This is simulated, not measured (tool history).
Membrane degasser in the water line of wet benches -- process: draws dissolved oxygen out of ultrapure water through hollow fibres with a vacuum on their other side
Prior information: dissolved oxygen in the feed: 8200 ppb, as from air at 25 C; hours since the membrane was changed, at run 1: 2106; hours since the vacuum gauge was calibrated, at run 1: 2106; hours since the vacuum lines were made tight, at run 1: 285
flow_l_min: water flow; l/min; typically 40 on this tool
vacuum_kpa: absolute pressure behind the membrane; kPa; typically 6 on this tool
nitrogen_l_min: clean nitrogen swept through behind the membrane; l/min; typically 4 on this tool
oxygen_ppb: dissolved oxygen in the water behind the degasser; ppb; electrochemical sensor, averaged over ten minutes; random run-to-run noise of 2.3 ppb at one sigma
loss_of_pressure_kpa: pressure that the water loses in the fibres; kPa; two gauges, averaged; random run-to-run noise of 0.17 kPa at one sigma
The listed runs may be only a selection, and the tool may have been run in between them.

run    hour  flow_l_min  vacuum_kpa  nitrogen_l_min  hours since the membrane was changed  hours since the vacuum gauge was calibrated  hours since the vacuum lines were made tight  oxygen_ppb  loss_of_pressure_kpa
  1       0          40           6               4                                  2106                                         2106                                           285         245                 29.16
  2   179.4          40           6               4                                  2285                                         2285                                           464       242.3                 29.29
  3   312.6          40           6               4                                  2418                                         2418                                           597       246.4                 29.36
  4   454.7          40           6               4                                  2560                                         2560                                           739       245.7                 28.96
  5   567.4          40           6             1.9                                  2673                                         2673                                           852       314.7                 29.02
  6   700.2          40           6             1.9                                  2806                                         2806                                           985       309.3                 29.31
  7   865.8          40           6               4                                  2971                                         2971                                          1150       250.5                 29.47
  8  1012.5          40           6               4                                  3118                                         3118                                          1297       250.1                 29.23
  9  1107.3          40           6            8.68                                  3213                                         3213                                          1392       215.1                 29.59
 10  1209.8          40           6            2.07                                  3315                                         3315                                          1494       310.4                 29.19
 11  1372.3          40           6            2.07                                  3478                                         3478                                          1657       307.7                  29.5
 12  1554.6          39           6            2.07                                  3660                                         3660                                          1839       299.1                 28.58
 13  1726.5          39           6            2.07                                  3832                                         3832                                          2011         303                 28.73
     1822.2  -- vacuum gauge calibrated
 14  1908.5          40           6           11.91                                  4014                                           86                                          2193       208.6                 29.83
 15  2092.7          40           6            2.33                                  4198                                          270                                          2377       292.7                 29.83
 16  2195.4          40       11.13               4                                  4300                                          373                                          2480       370.7                 29.32
 17    2316          40        4.42            1.66                                  4421                                          494                                          2600       252.9                  29.7
 18  2426.1          35        9.07            5.19                                  4531                                          604                                          2710         238                 26.03
 19  2600.4          55       12.11            5.33                                  4706                                          778                                          2885       542.6                 41.11
 20  2726.8          62        8.84            6.44                                  4832                                          905                                          3011       537.2                 46.13
 21  2921.8          63       12.56               4                                  5027                                         1100                                          3206       712.7                 46.95
 22  3030.2          51           6            8.74                                  5135                                         1208                                          3314       340.8                 38.12
 23  3110.5          60        5.39            7.46                                  5216                                         1288                                          3395       441.3                 44.88
 24  3218.5          26           6             6.2                                  5324                                         1396                                          3503       104.5                  19.5
 25  3350.2          28       10.14           10.57                                  5455                                         1528                                          3634       138.3                 20.97
 26  3478.9          40        5.62            2.54                                  5584                                         1657                                          3763       286.9                 30.24
 27  3613.2          49        5.62            2.91                                  5718                                         1791                                          3897       375.8                 36.76
 28  3737.5          35         8.7            2.84                                  5843                                         1915                                          4022       311.7                 26.34
 29    3899          35         8.7            2.84                                  6004                                         2077                                          4183       305.5                 26.23
 30  4015.3          36         8.7            8.05                                  6120                                         2193                                          4299       218.5                  27.1
 31  4163.4          60         8.7            9.86                                  6269                                         2341                                          4448       472.8                  45.1

For some of the steps in oxygen_ppb from one run to the next: how much would appear even if the tool had no hidden state, given the settings, what came in and random variation, and how much remains for the hidden state plus any gauge scatter that the measured result and the result without hidden state don't share?
Hidden state present: membrane still open, %; true pressure behind the membrane over the reading, kPa; air that leaks in behind the membrane, l/min; drift of the gauge itself on oxygen_ppb, %; drift of the gauge itself on loss_of_pressure_kpa, %.
Run 18 -> 19: flow_l_min 35 -> 55, vacuum_kpa 9.07 -> 12.11, nitrogen_l_min 5.19 -> 5.33. oxygen_ppb +304.6 ppb: hidden state +16.8, all else +287.8.
Run 21 -> 22: flow_l_min 63 -> 51, vacuum_kpa 12.56 -> 6, nitrogen_l_min 4 -> 8.74. oxygen_ppb -371.9 ppb: hidden state -7.2, all else -364.7.
Run 23 -> 24: flow_l_min 60 -> 26, vacuum_kpa 5.39 -> 6, nitrogen_l_min 7.46 -> 6.2. oxygen_ppb -336.8 ppb: hidden state -31.2, all else -305.6.
Run 30 -> 31: flow_l_min 36 -> 60, nitrogen_l_min 8.05 -> 9.86. oxygen_ppb +254.3 ppb: hidden state +25.7, all else +228.6.
